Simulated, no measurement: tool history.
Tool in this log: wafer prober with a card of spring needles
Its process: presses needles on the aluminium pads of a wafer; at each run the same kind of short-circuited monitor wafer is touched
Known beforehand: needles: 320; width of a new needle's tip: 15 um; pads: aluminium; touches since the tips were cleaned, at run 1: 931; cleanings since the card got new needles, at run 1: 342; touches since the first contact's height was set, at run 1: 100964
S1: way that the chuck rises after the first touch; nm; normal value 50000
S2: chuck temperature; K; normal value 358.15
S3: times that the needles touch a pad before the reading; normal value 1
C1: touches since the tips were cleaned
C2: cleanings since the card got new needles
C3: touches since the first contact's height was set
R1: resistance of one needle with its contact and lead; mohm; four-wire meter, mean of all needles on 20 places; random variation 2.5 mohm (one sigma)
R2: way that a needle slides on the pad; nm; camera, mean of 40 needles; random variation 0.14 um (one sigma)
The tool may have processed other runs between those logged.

| run | day | S1 | S2 | S3 | C1 | C2 | C3 | R1 | R2 |
|---|---|---|---|---|---|---|---|---|---|
| 1 | 0 | 50000 | 358.15 | 1 | 931 | 342 | 100964 | 408 | 10280 |
|  | 0.058 | tips cleaned on abrasive film |
|  | 0.192 | tips cleaned on abrasive film |
|  | 0.258 | height of the first contact set anew |
|  | 0.342 | tips cleaned on abrasive film |
|  | 0.45 | tips cleaned on abrasive film |
|  | 0.583 | tips cleaned on abrasive film |
|  | 0.721 | tips cleaned on abrasive film |
|  | 0.854 | tips cleaned on abrasive film |
|  | 0.962 | tips cleaned on abrasive film |
|  | 1.1 | tips cleaned on abrasive film |
|  | 1.233 | tips cleaned on abrasive film |
|  | 1.342 | tips cleaned on abrasive film |
|  | 1.479 | tips cleaned on abrasive film |
|  | 1.612 | tips cleaned on abrasive film |
|  | 1.725 | tips cleaned on abrasive film |
|  | 1.858 | tips cleaned on abrasive film |
|  | 1.992 | tips cleaned on abrasive film |
|  | 2.129 | tips cleaned on abrasive film |
|  | 2.262 | tips cleaned on abrasive film |
|  | 2.4 | tips cleaned on abrasive film |
|  | 2.508 | tips cleaned on abrasive film |
|  | 2.642 | tips cleaned on abrasive film |
|  | 2.779 | tips cleaned on abrasive film |
|  | 2.888 | tips cleaned on abrasive film |
|  | 3.025 | tips cleaned on abrasive film |
|  | 3.158 | tips cleaned on abrasive film |
|  | 3.292 | tips cleaned on abrasive film |
|  | 3.429 | tips cleaned on abrasive film |
|  | 3.538 | tips cleaned on abrasive film |
|  | 3.675 | tips cleaned on abrasive film |
| 2 | 3.754 | 50000 | 358.15 | 1 | 1346 | 371 | 57615 | 522 | 8790 |
|  | 3.788 | tips cleaned on abrasive film |
|  | 3.921 | tips cleaned on abrasive film |
|  | 4.029 | tips cleaned on abrasive film |
|  | 4.167 | tips cleaned on abrasive film |
|  | 4.275 | tips cleaned on abrasive film |
|  | 4.408 | tips cleaned on abrasive film |
|  | 4.517 | tips cleaned on abrasive film |
|  | 4.654 | tips cleaned on abrasive film |
|  | 4.788 | tips cleaned on abrasive film |
|  | 4.925 | tips cleaned on abrasive film |
|  | 5.058 | tips cleaned on abrasive film |
|  | 5.196 | tips cleaned on abrasive film |
|  | 5.329 | tips cleaned on abrasive film |
|  | 5.438 | tips cleaned on abrasive film |
|  | 5.575 | tips cleaned on abrasive film |
|  | 5.708 | tips cleaned on abrasive film |
|  | 5.846 | tips cleaned on abrasive film |
|  | 5.979 | tips cleaned on abrasive film |
| 3 | 6.038 | 50000 | 358.15 | 1 | 974 | 389 | 95256 | 532 | 8130 |
|  | 6.092 | tips cleaned on abrasive film |
|  | 6.229 | tips cleaned on abrasive film |
|  | 6.362 | tips cleaned on abrasive film |
|  | 6.5 | tips cleaned on abrasive film |
|  | 6.608 | tips cleaned on abrasive film |
|  | 6.646 | height of the first contact set anew |
|  | 6.758 | tips cleaned on abrasive film |
|  | 6.892 | tips cleaned on abrasive film |
|  | 7.025 | tips cleaned on abrasive film |
|  | 7.162 | tips cleaned on abrasive film |
|  | 7.296 | tips cleaned on abrasive film |
|  | 7.408 | tips cleaned on abrasive film |
|  | 7.542 | tips cleaned on abrasive film |
|  | 7.65 | tips cleaned on abrasive film |
|  | 7.788 | tips cleaned on abrasive film |
|  | 7.896 | tips cleaned on abrasive film |
|  | 8.029 | tips cleaned on abrasive film |
|  | 8.167 | tips cleaned on abrasive film |
|  | 8.3 | tips cleaned on abrasive film |
|  | 8.438 | tips cleaned on abrasive film |
| 4 | 8.504 | 50000 | 358.15 | 1 | 1142 | 408 | 30617 | 420 | 10960 |
|  | 8.558 | tips cleaned on abrasive film |
|  | 8.696 | tips cleaned on abrasive film |
|  | 8.829 | tips cleaned on abrasive film |
|  | 8.938 | tips cleaned on abrasive film |
|  | 9.075 | tips cleaned on abrasive film |
|  | 9.183 | tips cleaned on abrasive film |
|  | 9.321 | tips cleaned on abrasive film |
|  | 9.454 | tips cleaned on abrasive film |
|  | 9.562 | tips cleaned on abrasive film |
|  | 9.7 | tips cleaned on abrasive film |
|  | 10.2 | card fitted with new needles |
|  | 10.333 | tips cleaned on abrasive film |
|  | 10.442 | tips cleaned on abrasive film |
|  | 10.579 | tips cleaned on abrasive film |
|  | 10.712 | tips cleaned on abrasive film |
|  | 10.85 | tips cleaned on abrasive film |
|  | 10.983 | tips cleaned on abrasive film |
|  | 11.121 | tips cleaned on abrasive film |
|  | 11.229 | tips cleaned on abrasive film |
|  | 11.362 | tips cleaned on abrasive film |
| 5 | 11.442 | 50000 | 358.15 | 1 | 1352 | 9 | 20554 | 320 | 11340 |
|  | 11.5 | tips cleaned on abrasive film |
|  | 11.633 | tips cleaned on abrasive film |
|  | 11.771 | tips cleaned on abrasive film |
|  | 11.904 | tips cleaned on abrasive film |
|  | 12.038 | tips cleaned on abrasive film |
|  | 12.15 | tips cleaned on abrasive film |
|  | 12.283 | tips cleaned on abrasive film |
|  | 12.392 | tips cleaned on abrasive film |
|  | 12.529 | tips cleaned on abrasive film |
|  | 12.662 | tips cleaned on abrasive film |
|  | 12.8 | tips cleaned on abrasive film |
|  | 12.933 | tips cleaned on abrasive film |
|  | 13.071 | tips cleaned on abrasive film |
|  | 13.204 | tips cleaned on abrasive film |
|  | 13.342 | tips cleaned on abrasive film |
|  | 13.475 | tips cleaned on abrasive film |
|  | 13.608 | tips cleaned on abrasive film |
|  | 13.746 | tips cleaned on abrasive film |
|  | 13.879 | tips cleaned on abrasive film |
|  | 14.017 | tips cleaned on abrasive film |
|  | 14.15 | tips cleaned on abrasive film |
|  | 14.288 | tips cleaned on abrasive film |
|  | 14.421 | tips cleaned on abrasive film |
|  | 14.558 | tips cleaned on abrasive film |
| 6 | 14.621 | 50000 | 358.15 | 1 | 1118 | 33 | 73014 | 325 | 10610 |
|  | 14.679 | tips cleaned on abrasive film |
|  | 14.817 | tips cleaned on abrasive film |
|  | 14.95 | tips cleaned on abrasive film |
|  | 15.083 | tips cleaned on abrasive film |
|  | 15.196 | tips cleaned on abrasive film |
|  | 15.329 | tips cleaned on abrasive film |
|  | 15.467 | tips cleaned on abrasive film |
|  | 15.6 | tips cleaned on abrasive film |
|  | 15.733 | tips cleaned on abrasive film |
|  | 15.871 | tips cleaned on abrasive film |
|  | 16.004 | tips cleaned on abrasive film |
|  | 16.117 | tips cleaned on abrasive film |
|  | 16.25 | tips cleaned on abrasive film |
| 7 | 16.296 | 64000 | 386.15 | 1 | 744 | 46 | 100552 | 312 | 13720 |
|  | 16.375 | tips cleaned on abrasive film |
|  | 16.488 | tips cleaned on abrasive film |
|  | 16.575 | height of the first contact set anew |
|  | 16.633 | tips cleaned on abrasive film |
|  | 16.767 | tips cleaned on abrasive film |
|  | 16.904 | tips cleaned on abrasive film |
|  | 17.012 | tips cleaned on abrasive film |
|  | 17.15 | tips cleaned on abrasive film |
|  | 17.188 | height of the first contact set anew, once more |
|  | 17.271 | tips cleaned on abrasive film |
|  | 17.404 | tips cleaned on abrasive film |
|  | 17.512 | tips cleaned on abrasive film |
|  | 17.65 | tips cleaned on abrasive film |
|  | 17.783 | tips cleaned on abrasive film |
|  | 17.921 | tips cleaned on abrasive film |
|  | 18.054 | tips cleaned on abrasive film |
|  | 18.162 | tips cleaned on abrasive film |
|  | 18.3 | tips cleaned on abrasive film |
|  | 18.433 | tips cleaned on abrasive film |
|  | 18.542 | tips cleaned on abrasive film |
|  | 18.679 | tips cleaned on abrasive film |
|  | 18.812 | tips cleaned on abrasive film |
|  | 18.95 | tips cleaned on abrasive film |
|  | 19.083 | tips cleaned on abrasive film |
|  | 19.221 | tips cleaned on abrasive film |
|  | 19.354 | tips cleaned on abrasive film |
|  | 19.462 | tips cleaned on abrasive film |
|  | 19.6 | tips cleaned on abrasive film |
|  | 19.733 | tips cleaned on abrasive film |
|  | 19.871 | tips cleaned on abrasive film |
| 8 | 19.938 | 41000 | 358.15 | 1 | 1171 | 74 | 45381 | 366 | 8840 |

Forecast run 9:
|  | 19.996 | tips cleaned on abrasive film |
|  | 20.129 | tips cleaned on abrasive film |
|  | 20.267 | tips cleaned on abrasive film |
|  | 20.4 | tips cleaned on abrasive film |
|  | 20.538 | tips cleaned on abrasive film |
|  | 20.671 | tips cleaned on abrasive film |
|  | 20.779 | tips cleaned on abrasive film |
|  | 20.917 | tips cleaned on abrasive film |
|  | 21.05 | tips cleaned on abrasive film |
|  | 21.188 | tips cleaned on abrasive film |
|  | 21.296 | tips cleaned on abrasive film |
|  | 21.429 | tips cleaned on abrasive film |
|  | 21.567 | tips cleaned on abrasive film |
|  | 21.675 | tips cleaned on abrasive film |
|  | 21.812 | tips cleaned on abrasive film |
|  | 21.946 | tips cleaned on abrasive film |
|  | 22.079 | tips cleaned on abrasive film |
|  | 22.217 | tips cleaned on abrasive film |
|  | 22.35 | tips cleaned on abrasive film |
|  | 22.462 | tips cleaned on abrasive film |
|  | 22.596 | tips cleaned on abrasive film |
|  | 22.729 | tips cleaned on abrasive film |
|  | 22.867 | tips cleaned on abrasive film |
| 9 | 22.925 | 41000 | 335.15 | 2 | 973 | 97 | 94585 | ? | ? |

For run 9 the tool returned R1 334 mohm, R2 8280 nm.
Minus the tool's unlogged condition, the same run would have read R1 279 mohm, R2 9390 nm.
